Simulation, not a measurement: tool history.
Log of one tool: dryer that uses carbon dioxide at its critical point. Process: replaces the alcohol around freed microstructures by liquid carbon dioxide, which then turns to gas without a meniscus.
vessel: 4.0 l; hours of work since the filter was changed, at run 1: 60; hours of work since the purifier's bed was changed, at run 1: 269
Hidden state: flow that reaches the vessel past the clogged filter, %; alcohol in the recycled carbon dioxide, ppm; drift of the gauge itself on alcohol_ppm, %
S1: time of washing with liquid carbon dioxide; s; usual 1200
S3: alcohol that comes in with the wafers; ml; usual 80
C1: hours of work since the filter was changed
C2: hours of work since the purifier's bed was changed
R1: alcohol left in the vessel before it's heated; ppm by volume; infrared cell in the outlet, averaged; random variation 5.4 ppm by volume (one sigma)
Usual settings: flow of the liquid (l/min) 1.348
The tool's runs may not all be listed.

Run 1, hour 0: usual settings; C1 60; C2 269. Result: R1 205 ppm by volume.
Run 2, hour 10: usual settings but flow of the liquid (l/min) 1.46; C1 64; C2 273. Result: R1 165 ppm by volume.
Run 3, hour 28: usual settings but flow of the liquid (l/min) 1.46; C1 71; C2 280. Result: R1 169 ppm by volume.
Run 4, hour 43.1: usual settings but flow of the liquid (l/min) 1.46; C1 78; C2 286. Result: R1 167 ppm by volume.
Run 5, hour 53.8: usual settings but flow of the liquid (l/min) 1.46; C1 82; C2 291. Result: R1 160 ppm by volume.
Run 6, hour 67.1: usual settings but S1 960 s, flow of the liquid (l/min) 1.46; C1 88; C2 296. Result: R1 363 ppm by volume.
Run 7, hour 85.3: usual settings but S1 960 s, flow of the liquid (l/min) 1.46; C1 95; C2 304. Result: R1 361 ppm by volume.
Run 8, hour 102.2: usual settings but S1 960 s, flow of the liquid (l/min) 1.46; C1 102; C2 311. Result: R1 362 ppm by volume.
Run 9, hour 117.5: usual settings; C1 108; C2 317. Result: R1 231 ppm by volume.
Run 10, hour 129.2: usual settings but flow of the liquid (l/min) 0.95; C1 113; C2 322. Result: R1 751 ppm by volume.
Run 11, hour 144.3: usual settings; C1 119; C2 328. Result: R1 235 ppm by volume.
Run 12, hour 160.1: usual settings; C1 126; C2 334. Result: R1 241 ppm by volume.
Run 13, hour 176.6: usual settings; C1 133; C2 341. Result: R1 242 ppm by volume.
Run 14, hour 195.7: usual settings; C1 140; C2 349. Result: R1 242 ppm by volume.
Run 15, hour 212.3: usual settings but flow of the liquid (l/min) 2.08, S3 81 ml; C1 147; C2 356. Result: R1 99 ppm by volume.
Run 16, hour 229.3: usual settings but flow of the liquid (l/min) 1.12; C1 154; C2 363. Result: R1 464 ppm by volume.
Run 17, hour 239.2: usual settings but S1 1560 s, flow of the liquid (l/min) 2.03, S3 106 ml; C1 158; C2 367. Result: R1 85 ppm by volume.
Run 18, hour 249.3: usual settings but S1 1560 s, flow of the liquid (l/min) 2.03, S3 106 ml; C1 162; C2 371. Result: R1 92 ppm by volume.
Run 19, hour 264.6: usual settings but S1 900 s, flow of the liquid (l/min) 1.53, S3 37 ml; C1 169; C2 377. Result: R1 252 ppm by volume.
Run 20, hour 278.9: usual settings but S1 900 s, S3 98 ml; C1 175; C2 383. Result: R1 770 ppm by volume.
Run 21, hour 297.2: usual settings but S1 960 s, flow of the liquid (l/min) 1.98, S3 100 ml; C1 182; C2 391. Result: R1 170 ppm by volume.
Run 22, hour 309.5: usual settings but S1 1680 s, flow of the liquid (l/min) 0.9, S3 73 ml; C1 187; C2 396. Result: R1 315 ppm by volume.
Run 23, hour 318.9: usual settings but S1 1680 s, flow of the liquid (l/min) 0.9, S3 73 ml; C1 191; C2 400. Result: R1 335 ppm by volume.
Run 24, hour 336.1: usual settings but flow of the liquid (l/min) 1.74, S3 26 ml; C1 198; C2 407. Result: R1 103 ppm by volume.
At hour 354.2: inlet filter changed.
Run 25, hour 356.2: usual settings but S1 1020 s, flow of the liquid (l/min) 1.29, S3 57 ml; C1 1; C2 415. Result: R1 334 ppm by volume.

Forecast each of these 4 alternatives for the next run:
Run A, hour 373.6: usual settings but flow of the liquid (l/min) 2.14, S3 93 ml; C1 8; C2 422. Result: R1 ?.
Run B, hour 373.6: usual settings but S1 900 s, flow of the liquid (l/min) 1.19, S3 34 ml; C1 8; C2 422. Result: R1 ?.
Run C, hour 373.6: usual settings but S1 900 s, flow of the liquid (l/min) 1.66, S3 101 ml; C1 8; C2 422. Result: R1 ?.
Run D, hour 373.6: usual settings but S1 1440 s, flow of the liquid (l/min) 0.91; C1 8; C2 422. Result: R1 ?.

run   R1
  A  102
  B  396
  C  314
  D  470
Without the tool's hidden state the same runs would have given:
run   R1
  A    7
  B  298
  C  217
  D  365
